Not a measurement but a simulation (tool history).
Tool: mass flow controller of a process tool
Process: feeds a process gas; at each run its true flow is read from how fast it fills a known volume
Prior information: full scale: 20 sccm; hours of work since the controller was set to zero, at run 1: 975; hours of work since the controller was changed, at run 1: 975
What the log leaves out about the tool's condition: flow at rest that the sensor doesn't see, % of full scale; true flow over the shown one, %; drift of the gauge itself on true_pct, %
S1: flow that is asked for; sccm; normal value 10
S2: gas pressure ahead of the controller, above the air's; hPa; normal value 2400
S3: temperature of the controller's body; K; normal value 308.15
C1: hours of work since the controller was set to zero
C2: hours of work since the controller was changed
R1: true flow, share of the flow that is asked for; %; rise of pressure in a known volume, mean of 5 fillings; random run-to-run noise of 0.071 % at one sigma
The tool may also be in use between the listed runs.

{"run": 1, "hour": 0.0, "S1": 10, "S2": 2400, "S3": 308.15, "C1": 975, "C2": 975, "R1": 99.42}
{"run": 2, "hour": 510.0, "S1": 10, "S2": 2400, "S3": 308.15, "C1": 1219, "C2": 1219, "R1": 99.53}
{"run": 3, "hour": 1008.5, "S1": 10, "S2": 2400, "S3": 312.15, "C1": 1457, "C2": 1457, "R1": 99.26}
{"run": 4, "hour": 1358.9, "S1": 10, "S2": 2400, "S3": 308.15, "C1": 1624, "C2": 1624, "R1": 99.44}
{"run": 5, "hour": 1741.2, "S1": 10, "S2": 2400, "S3": 308.15, "C1": 1807, "C2": 1807, "R1": 99.43}
{"run": 6, "hour": 2199.0, "S1": 10, "S2": 2400, "S3": 308.15, "C1": 2025, "C2": 2025, "R1": 99.62}
{"run": 7, "hour": 2476.4, "S1": 10, "S2": 2400, "S3": 308.15, "C1": 2158, "C2": 2158, "R1": 99.5}
{"run": 8, "hour": 3020.0, "S1": 10, "S2": 2400, "S3": 308.15, "C1": 2417, "C2": 2417, "R1": 99.64}
{"run": 9, "hour": 3506.3, "S1": 10, "S2": 2400, "S3": 308.15, "C1": 2650, "C2": 2650, "R1": 99.42}
{"run": 10, "hour": 3914.6, "S1": 10, "S2": 2400, "S3": 301.15, "C1": 2845, "C2": 2845, "R1": 99.76}
{"run": 11, "hour": 4297.7, "S1": 10, "S2": 2400, "S3": 301.15, "C1": 3028, "C2": 3028, "R1": 99.74}
{"run": 12, "hour": 4582.6, "S1": 10, "S2": 2400, "S3": 301.15, "C1": 3163, "C2": 3163, "R1": 99.86}
{"run": 13, "hour": 5128.8, "S1": 6, "S2": 1600, "S3": 310.15, "C1": 3424, "C2": 3424, "R1": 98.96}
{"run": 14, "hour": 5454.3, "S1": 4, "S2": 1720, "S3": 295.15, "C1": 3580, "C2": 3580, "R1": 99.42}
{"run": 15, "hour": 5871.6, "S1": 3, "S2": 2020, "S3": 306.15, "C1": 3779, "C2": 3779, "R1": 98.95}
{"run": 16, "hour": 6323.9, "S1": 7, "S2": 2400, "S3": 295.15, "C1": 3995, "C2": 3995, "R1": 99.83}
{"run": 17, "hour": 6661.1, "S1": 4, "S2": 2400, "S3": 295.15, "C1": 4156, "C2": 4156, "R1": 99.67}
{"run": 18, "hour": 7159.4, "S1": 18, "S2": 2080, "S3": 301.15, "C1": 4394, "C2": 4394, "R1": 99.87}
{"run": 19, "hour": 7564.2, "S1": 9, "S2": 1840, "S3": 301.15, "C1": 4587, "C2": 4587, "R1": 99.42}
{"run": 20, "hour": 7956.1, "S1": 10, "S2": 1860, "S3": 302.15, "C1": 4774, "C2": 4774, "R1": 99.48}

Run 21 has not been measured yet. What should we expect?
{"run": 21, "hour": 8496.9, "S1": 10, "S2": 1460, "S3": 308.15, "C1": 5032, "C2": 5032, "R1": "?"}

{"run 21": {"R1": 98.93}}
Were there no unlogged condition in the tool, this run, its random variation unchanged, would have produced R1 98.94 %.
